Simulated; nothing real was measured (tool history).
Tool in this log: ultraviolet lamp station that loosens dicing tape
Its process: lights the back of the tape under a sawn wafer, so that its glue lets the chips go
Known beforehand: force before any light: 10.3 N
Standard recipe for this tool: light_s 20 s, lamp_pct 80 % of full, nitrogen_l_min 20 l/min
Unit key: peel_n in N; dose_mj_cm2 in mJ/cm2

{"run": 1, "day": 0.0, "light_s": 20, "lamp_pct": 80, "nitrogen_l_min": 20, "peel_n": 0.432, "dose_mj_cm2": 429}
{"run": 2, "day": 2.075, "light_s": 20, "lamp_pct": 76, "nitrogen_l_min": 20, "peel_n": 0.496, "dose_mj_cm2": 396}
{"run": 3, "day": 5.262, "light_s": 20, "lamp_pct": 76, "nitrogen_l_min": 20, "peel_n": 0.568, "dose_mj_cm2": 374}
{"run": 4, "day": 7.371, "light_s": 20, "lamp_pct": 76, "nitrogen_l_min": 20, "peel_n": 0.516, "dose_mj_cm2": 399}
{"run": 5, "day": 10.458, "light_s": 20, "lamp_pct": 76, "nitrogen_l_min": 20, "peel_n": 0.581, "dose_mj_cm2": 370}
{"run": 6, "day": 12.408, "light_s": 20, "lamp_pct": 76, "nitrogen_l_min": 20, "peel_n": 0.604, "dose_mj_cm2": 359}
{"run": 7, "day": 14.4, "light_s": 20, "lamp_pct": 80, "nitrogen_l_min": 20, "peel_n": 0.585, "dose_mj_cm2": 366}
{"run": 8, "day": 16.892, "light_s": 20, "lamp_pct": 80, "nitrogen_l_min": 20, "peel_n": 0.537, "dose_mj_cm2": 382}
{"run": 9, "day": 19.8, "light_s": 20, "lamp_pct": 80, "nitrogen_l_min": 20, "peel_n": 0.596, "dose_mj_cm2": 359}
{"run": 10, "day": 22.65, "light_s": 20, "lamp_pct": 85, "nitrogen_l_min": 20, "peel_n": 0.589, "dose_mj_cm2": 368}
{"run": 11, "day": 24.162, "light_s": 20, "lamp_pct": 84, "nitrogen_l_min": 20, "peel_n": 0.63, "dose_mj_cm2": 350}
{"run": 12, "day": 26.946, "light_s": 20, "lamp_pct": 84, "nitrogen_l_min": 20, "peel_n": 0.376, "dose_mj_cm2": 454}
{"run": 13, "day": 29.55, "light_s": 20, "lamp_pct": 84, "nitrogen_l_min": 20, "peel_n": 0.351, "dose_mj_cm2": 482}
{"run": 14, "day": 32.888, "light_s": 20, "lamp_pct": 80, "nitrogen_l_min": 35, "peel_n": 0.347, "dose_mj_cm2": 434}
{"run": 15, "day": 34.483, "light_s": 20, "lamp_pct": 80, "nitrogen_l_min": 20, "peel_n": 0.455, "dose_mj_cm2": 414}
{"run": 16, "day": 36.796, "light_s": 20, "lamp_pct": 80, "nitrogen_l_min": 20, "peel_n": 0.489, "dose_mj_cm2": 402}
{"run": 17, "day": 38.633, "light_s": 20, "lamp_pct": 80, "nitrogen_l_min": 20, "peel_n": 0.504, "dose_mj_cm2": 389}
{"run": 18, "day": 41.412, "light_s": 20, "lamp_pct": 80, "nitrogen_l_min": 35, "peel_n": 0.373, "dose_mj_cm2": 407}
{"run": 19, "day": 44.121, "light_s": 12, "lamp_pct": 80, "nitrogen_l_min": 35, "peel_n": 1.161, "dose_mj_cm2": 231}
{"run": 20, "day": 45.962, "light_s": 12, "lamp_pct": 80, "nitrogen_l_min": 35, "peel_n": 1.208, "dose_mj_cm2": 221}
{"run": 21, "day": 49.217, "light_s": 12, "lamp_pct": 80, "nitrogen_l_min": 35, "peel_n": 1.325, "dose_mj_cm2": 208}
{"run": 22, "day": 51.512, "light_s": 25, "lamp_pct": 71, "nitrogen_l_min": 21, "peel_n": 0.471, "dose_mj_cm2": 407}
{"run": 23, "day": 54.042, "light_s": 25, "lamp_pct": 71, "nitrogen_l_min": 21, "peel_n": 0.499, "dose_mj_cm2": 392}
{"run": 24, "day": 56.017, "light_s": 13, "lamp_pct": 82, "nitrogen_l_min": 21, "peel_n": 1.488, "dose_mj_cm2": 227}
{"run": 25, "day": 58.842, "light_s": 19, "lamp_pct": 72, "nitrogen_l_min": 10, "peel_n": 1.531, "dose_mj_cm2": 275}
{"run": 26, "day": 60.762, "light_s": 15, "lamp_pct": 72, "nitrogen_l_min": 10, "peel_n": 1.352, "dose_mj_cm2": 289}
{"run": 27, "day": 63.838, "light_s": 15, "lamp_pct": 72, "nitrogen_l_min": 10, "peel_n": 1.263, "dose_mj_cm2": 307}
{"run": 28, "day": 65.45, "light_s": 29, "lamp_pct": 72, "nitrogen_l_min": 13, "peel_n": 0.329, "dose_mj_cm2": 573}
{"run": 29, "day": 68.492, "light_s": 29, "lamp_pct": 93, "nitrogen_l_min": 8, "peel_n": 0.301, "dose_mj_cm2": 707}
{"run": 30, "day": 70.462, "light_s": 29, "lamp_pct": 93, "nitrogen_l_min": 8, "peel_n": 0.327, "dose_mj_cm2": 685}
{"run": 31, "day": 72.746, "light_s": 24, "lamp_pct": 93, "nitrogen_l_min": 8, "peel_n": 0.374, "dose_mj_cm2": 590}
{"run": 32, "day": 74.438, "light_s": 25, "lamp_pct": 78, "nitrogen_l_min": 10, "peel_n": 0.45, "dose_mj_cm2": 507}
{"run": 33, "day": 76.179, "light_s": 27, "lamp_pct": 87, "nitrogen_l_min": 20, "peel_n": 0.271, "dose_mj_cm2": 586}
{"run": 34, "day": 78.208, "light_s": 15, "lamp_pct": 65, "nitrogen_l_min": 36, "peel_n": 1.083, "dose_mj_cm2": 238}
{"run": 35, "day": 80.296, "light_s": 33, "lamp_pct": 80, "nitrogen_l_min": 8, "peel_n": 0.361, "dose_mj_cm2": 613}
{"run": 36, "day": 82.658, "light_s": 16, "lamp_pct": 65, "nitrogen_l_min": 8, "peel_n": 2.226, "dose_mj_cm2": 231}
{"run": 37, "day": 85.979, "light_s": 31, "lamp_pct": 80, "nitrogen_l_min": 13, "peel_n": 0.332, "dose_mj_cm2": 568}
{"run": 38, "day": 89.117, "light_s": 31, "lamp_pct": 73, "nitrogen_l_min": 10, "peel_n": 0.473, "dose_mj_cm2": 485}
{"run": 39, "day": 91.746, "light_s": 31, "lamp_pct": 73, "nitrogen_l_min": 10, "peel_n": 0.53, "dose_mj_cm2": 463}
{"run": 40, "day": 95.017, "light_s": 17, "lamp_pct": 69, "nitrogen_l_min": 6, "peel_n": 1.353, "dose_mj_cm2": 335}
{"run": 41, "day": 97.742, "light_s": 17, "lamp_pct": 69, "nitrogen_l_min": 6, "peel_n": 1.506, "dose_mj_cm2": 321}

Missing from the log above: 12 entries noted between runs. For each, name the pair of listed runs it sits between and say how the tool's hidden condition differs from the listed run just before to the listed run just after:
Run 3 -> run 4: window cleaned of glue's vapour (day 5.721)
  lamp's light, % of a new lamp's: 89.6 -> 88.1; light that the window lets through, % of a clean one's: 91.6 -> 98.2
  measured value less the no-hidden-state value, peel_n: +0.175 -> +0.12 N; dose_mj_cm2: -81 -> -62 mJ/cm2
Run 7 -> run 8: window cleaned of glue's vapour (day 16.867)
  lamp's light, % of a new lamp's: 82 -> 80.1; light that the window lets through, % of a clean one's: 92.2 -> 99.6
  measured value less the no-hidden-state value, peel_n: +0.236 -> +0.178 N; dose_mj_cm2: -118 -> -97 mJ/cm2
Run 11 -> run 12: lamp changed (day 25.617)
  lamp's light, % of a new lamp's: 74 -> 98.8; light that the window lets through, % of a clean one's: 94 -> 91.8
  measured value less the no-hidden-state value, peel_n: +0.303 -> +0.053 N; dose_mj_cm2: -154 -> -47 mJ/cm2
Run 12 -> run 13: window cleaned of glue's vapour (day 28.067)
  lamp's light, % of a new lamp's: 98.8 -> 96.7; light that the window lets through, % of a clean one's: 91.8 -> 98.2
  measured value less the no-hidden-state value, peel_n: +0.053 -> +0.026 N; dose_mj_cm2: -47 -> -26 mJ/cm2
Run 17 -> run 18: window cleaned of glue's vapour (day 39.262)
  lamp's light, % of a new lamp's: 89 -> 86.7; light that the window lets through, % of a clean one's: 90.8 -> 97.2
  measured value less the no-hidden-state value, peel_n: +0.162 -> +0.08 N; dose_mj_cm2: -93 -> -76 mJ/cm2
Run 21 -> run 22: window cleaned of glue's vapour (day 50.342)
  lamp's light, % of a new lamp's: 80.4 -> 78.4; light that the window lets through, % of a clean one's: 90.9 -> 97.8
  measured value less the no-hidden-state value, peel_n: +0.607 -> +0.158 N; dose_mj_cm2: -78 -> -124 mJ/cm2
Run 25 -> run 26: lamp changed (day 59.421)
  lamp's light, % of a new lamp's: 72.6 -> 98.6; light that the window lets through, % of a clean one's: 91.7 -> 90.1
  measured value less the no-hidden-state value, peel_n: +0.835 -> +0.268 N; dose_mj_cm2: -139 -> -36 mJ/cm2
Run 26 -> run 27: window cleaned of glue's vapour (day 61.412)
  lamp's light, % of a new lamp's: 98.6 -> 96.1; light that the window lets through, % of a clean one's: 90.1 -> 98.1
  measured value less the no-hidden-state value, peel_n: +0.268 -> +0.132 N; dose_mj_cm2: -36 -> -18 mJ/cm2
Run 30 -> run 31: window cleaned of glue's vapour (day 72.562)
  lamp's light, % of a new lamp's: 90.7 -> 88.9; light that the window lets through, % of a clean one's: 92.8 -> 99.9
  measured value less the no-hidden-state value, peel_n: +0.051 -> +0.062 N; dose_mj_cm2: -128 -> -75 mJ/cm2
Run 36 -> run 37: window cleaned of glue's vapour (day 83.75)
  lamp's light, % of a new lamp's: 80.6 -> 77.7; light that the window lets through, % of a clean one's: 91.8 -> 97.9
  measured value less the no-hidden-state value, peel_n: +0.865 -> +0.078 N; dose_mj_cm2: -80 -> -178 mJ/cm2
Run 39 -> run 40: lamp changed (day 93.146); window cleaned of glue's vapour (day 94.833)
  lamp's light, % of a new lamp's: 73.1 -> 97.3; light that the window lets through, % of a clean one's: 93 -> 99.3
  measured value less the no-hidden-state value, peel_n: +0.249 -> +0.081 N; dose_mj_cm2: -217 -> -12 mJ/cm2
